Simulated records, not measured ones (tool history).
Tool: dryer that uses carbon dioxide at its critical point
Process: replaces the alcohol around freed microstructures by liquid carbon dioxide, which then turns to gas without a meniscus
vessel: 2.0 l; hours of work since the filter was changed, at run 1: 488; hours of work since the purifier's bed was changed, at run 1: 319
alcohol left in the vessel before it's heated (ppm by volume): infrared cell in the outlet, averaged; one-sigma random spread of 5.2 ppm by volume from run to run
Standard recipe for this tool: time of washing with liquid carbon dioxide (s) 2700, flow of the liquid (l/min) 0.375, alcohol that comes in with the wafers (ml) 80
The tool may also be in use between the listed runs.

run,day,time of washing with liquid carbon dioxide (s),flow of the liquid (l/min),alcohol that comes in with the wafers (ml),hours of work since the filter was changed,hours of work since the purifier's bed was changed,alcohol left in the vessel before it's heated (ppm by volume)
1,0.000,2700,0.375,80,488,319,225
2,0.767,2700,0.375,80,496,327,227
3,1.712,2700,0.375,80,507,338,236
4,2.592,2700,0.375,80,517,348,258
# day 3.500: inlet filter changed
5,3.533,2700,0.375,80,0,358,174
6,4.104,2700,0.375,50,7,364,144
7,5.158,2700,0.554,50,19,376,110
8,6.079,3000,0.375,80,29,386,153
9,7.033,3000,0.375,80,40,397,150
10,7.617,1800,0.253,39,46,404,1250
11,8.508,1620,0.538,22,56,414,171
12,9.446,3840,0.452,23,67,424,124
13,10.421,2340,0.540,80,78,435,144
14,11.500,2340,0.495,57,90,447,152
15,12.050,2340,0.495,57,96,453,163
16,12.658,2340,0.573,29,103,460,124
17,13.488,2340,0.573,48,112,470,140
18,14.304,2340,0.573,48,121,479,135

Each row is a separate what-if for the run after 18, all from the same tool condition, not one after another. Results?
A,15.104,1620,0.262,37,130,488,?
B,15.104,2700,0.329,111,130,488,?
C,15.104,2220,0.342,78,130,488,?
D,15.104,2340,0.573,92,130,488,?
E,15.104,2580,0.375,27,130,488,?

run,alcohol left in the vessel before it's heated (ppm by volume)
A,1536
B,402
C,557
D,148
E,176
With the hidden condition removed and each run's random variation left untouched, the same runs would have given:
run,alcohol left in the vessel before it's heated (ppm by volume)
A,1313
B,239
C,377
D,18
E,40
